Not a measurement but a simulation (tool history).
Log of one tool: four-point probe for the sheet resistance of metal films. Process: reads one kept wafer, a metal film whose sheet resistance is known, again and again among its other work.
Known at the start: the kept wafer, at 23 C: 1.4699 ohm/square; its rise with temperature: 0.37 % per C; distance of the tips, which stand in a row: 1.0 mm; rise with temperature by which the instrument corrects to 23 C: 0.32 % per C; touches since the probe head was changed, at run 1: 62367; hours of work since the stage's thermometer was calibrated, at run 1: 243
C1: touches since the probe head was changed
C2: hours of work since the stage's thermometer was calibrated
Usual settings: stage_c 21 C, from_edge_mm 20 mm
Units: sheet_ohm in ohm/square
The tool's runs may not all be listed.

run 1 hour=0.0 | stage_c=21 from_edge_mm=20 | C1=62367 C2=243 | sheet_ohm=1.470625
run 2 hour=74.7 | stage_c=21 from_edge_mm=20 | C1=64151 C2=287 | sheet_ohm=1.470258
run 3 hour=157.6 | stage_c=21 from_edge_mm=5 | C1=66132 C2=336 | sheet_ohm=1.499669
run 4 hour=209.3 | stage_c=21 from_edge_mm=5 | C1=67368 C2=366 | sheet_ohm=1.499911
run 5 hour=276.7 | stage_c=21 from_edge_mm=20 | C1=68980 C2=406 | sheet_ohm=1.470461
run 6 hour=344.1 | stage_c=20 from_edge_mm=20 | C1=70589 C2=445 | sheet_ohm=1.469357
run 7 hour=404.2 | stage_c=20 from_edge_mm=20 | C1=72026 C2=480 | sheet_ohm=1.470165
run 8 hour=504.0 | stage_c=20 from_edge_mm=20 | C1=74412 C2=539 | sheet_ohm=1.470271
run 9 hour=579.3 | stage_c=20 from_edge_mm=20 | C1=76211 C2=583 | sheet_ohm=1.469944
run 10 hour=683.4 | stage_c=20 from_edge_mm=20 | C1=78698 C2=644 | sheet_ohm=1.469507
run 11 hour=737.3 | stage_c=20 from_edge_mm=20 | C1=79987 C2=676 | sheet_ohm=1.469774
run 12 hour=786.6 | stage_c=20 from_edge_mm=22 | C1=81165 C2=705 | sheet_ohm=1.469335
run 13 hour=863.2 | stage_c=21 from_edge_mm=20 | C1=82997 C2=750 | sheet_ohm=1.470721
run 14 hour=905.9 | stage_c=21 from_edge_mm=20 | C1=84017 C2=775 | sheet_ohm=1.470622
run 15 hour=993.0 | stage_c=21 from_edge_mm=20 | C1=86098 C2=826 | sheet_ohm=1.470016
-- hour=1081.7 new probe head fitted
run 16 hour=1089.3 | stage_c=21 from_edge_mm=20 | C1=181 C2=882 | sheet_ohm=1.470735
run 17 hour=1144.7 | stage_c=25 from_edge_mm=4 | C1=1506 C2=915 | sheet_ohm=1.519176
run 18 hour=1203.4 | stage_c=27 from_edge_mm=4 | C1=2907 C2=949 | sheet_ohm=1.520656
run 19 hour=1258.3 | stage_c=27 from_edge_mm=4 | C1=4219 C2=982 | sheet_ohm=1.520327
run 20 hour=1330.1 | stage_c=32 from_edge_mm=73 | C1=5936 C2=1024 | sheet_ohm=1.475851
run 21 hour=1410.3 | stage_c=27 from_edge_mm=6 | C1=7853 C2=1071 | sheet_ohm=1.494136
run 22 hour=1512.5 | stage_c=29 from_edge_mm=6 | C1=10294 C2=1131 | sheet_ohm=1.496027
run 23 hour=1589.1 | stage_c=29 from_edge_mm=6 | C1=12124 C2=1176 | sheet_ohm=1.495495
run 24 hour=1672.4 | stage_c=18 from_edge_mm=29 | C1=14116 C2=1225 | sheet_ohm=1.467656
run 25 hour=1766.3 | stage_c=18 from_edge_mm=23 | C1=16360 C2=1280 | sheet_ohm=1.467696
run 26 hour=1817.5 | stage_c=20 from_edge_mm=13 | C1=17584 C2=1310 | sheet_ohm=1.472247
run 27 hour=1899.9 | stage_c=20 from_edge_mm=13 | C1=19552 C2=1358 | sheet_ohm=1.472398
run 28 hour=1959.4 | stage_c=20 from_edge_mm=13 | C1=20974 C2=1393 | sheet_ohm=1.472298

3 ways to go on from here, each from the tool as it stands after run 28. What would each give?
run A hour=2004.6 | stage_c=23 from_edge_mm=16 | C1=22056 C2=1420 | sheet_ohm=?
run B hour=2004.6 | stage_c=26 from_edge_mm=67 | C1=22056 C2=1420 | sheet_ohm=?
run C hour=2004.6 | stage_c=27 from_edge_mm=29 | C1=22056 C2=1420 | sheet_ohm=?

run=A sheet_ohm=1.472577
run=B sheet_ohm=1.472839
run=C sheet_ohm=1.473423
Without the tool's hidden state the same runs would have given:
run=A sheet_ohm=1.472495
run=B sheet_ohm=1.472758
run=C sheet_ohm=1.473342

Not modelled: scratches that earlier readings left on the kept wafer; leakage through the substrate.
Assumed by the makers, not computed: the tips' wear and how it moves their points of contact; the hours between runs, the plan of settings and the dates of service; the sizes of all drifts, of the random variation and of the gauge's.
